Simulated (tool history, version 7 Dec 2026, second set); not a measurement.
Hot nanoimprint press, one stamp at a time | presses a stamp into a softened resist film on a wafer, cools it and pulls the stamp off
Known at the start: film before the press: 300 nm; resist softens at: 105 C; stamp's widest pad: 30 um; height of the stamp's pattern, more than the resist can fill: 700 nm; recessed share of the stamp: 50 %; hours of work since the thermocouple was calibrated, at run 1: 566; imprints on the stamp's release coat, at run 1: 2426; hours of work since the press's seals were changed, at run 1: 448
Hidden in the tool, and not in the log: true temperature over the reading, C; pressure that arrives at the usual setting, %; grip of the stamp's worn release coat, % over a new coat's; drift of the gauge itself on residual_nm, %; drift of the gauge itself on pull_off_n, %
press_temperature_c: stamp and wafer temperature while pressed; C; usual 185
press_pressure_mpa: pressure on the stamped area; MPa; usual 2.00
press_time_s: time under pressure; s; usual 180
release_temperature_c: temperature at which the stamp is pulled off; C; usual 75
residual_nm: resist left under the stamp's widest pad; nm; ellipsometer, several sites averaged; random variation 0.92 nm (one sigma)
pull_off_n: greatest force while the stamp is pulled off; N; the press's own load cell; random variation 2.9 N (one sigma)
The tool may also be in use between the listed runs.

run,hour,press_temperature_c,press_pressure_mpa,press_time_s,release_temperature_c,hours of work since the thermocouple was calibrated,imprints on the stamp's release coat,hours of work since the press's seals were changed,residual_nm,pull_off_n
1,0.0,185,2.00,180,75,566,2426,448,138.5,289
# hour 10.4: stamp cleaned and given a new release coat
# hour 21.8: plate thermocouple calibrated
2,38.1,177,2.00,180,75,13,85,471,184.1,147
3,68.9,177,2.00,180,75,38,190,495,187.0,151
4,110.1,185,2.00,180,75,71,331,528,143.1,158
5,164.7,181,2.00,180,75,114,518,572,164.8,172
6,205.3,181,2.00,180,75,147,657,604,166.6,177
7,227.3,181,2.00,180,75,164,732,622,166.6,185
# hour 281.4: plate thermocouple calibrated, once more
8,281.4,187,2.00,180,75,0,908,663,121.9,189
9,306.3,187,2.00,180,75,20,993,683,121.5,193
10,328.7,182,2.00,183,75,38,1069,701,144.5,197
11,368.5,182,2.00,183,81,70,1206,732,144.4,189
12,394.6,181,2.00,359,75,90,1295,753,115.5,209
13,428.2,184,2.76,136,83,117,1410,780,132.7,200
14,472.8,184,2.76,136,83,153,1563,816,130.6,210
15,522.8,184,2.96,191,76,193,1734,856,114.1,231
16,554.2,184,2.96,191,76,218,1842,881,113.8,236
17,587.0,186,1.36,191,76,244,1954,907,151.5,248
18,620.4,186,1.53,98,76,271,2068,933,179.2,265

Forecast each of these 3 alternatives for the next run:
A,658.8,195,2.00,180,75,301,2200,964,?,?
B,658.8,186,2.00,180,67,301,2200,964,?,?
C,658.8,186,2.38,119,79,301,2200,964,?,?

run,residual_nm,pull_off_n
A,98.5,268
B,132.4,283
C,140.3,254
Without the tool's hidden state the same runs would have given:
run,residual_nm,pull_off_n
A,93.2,137
B,125.6,145
C,132.4,129
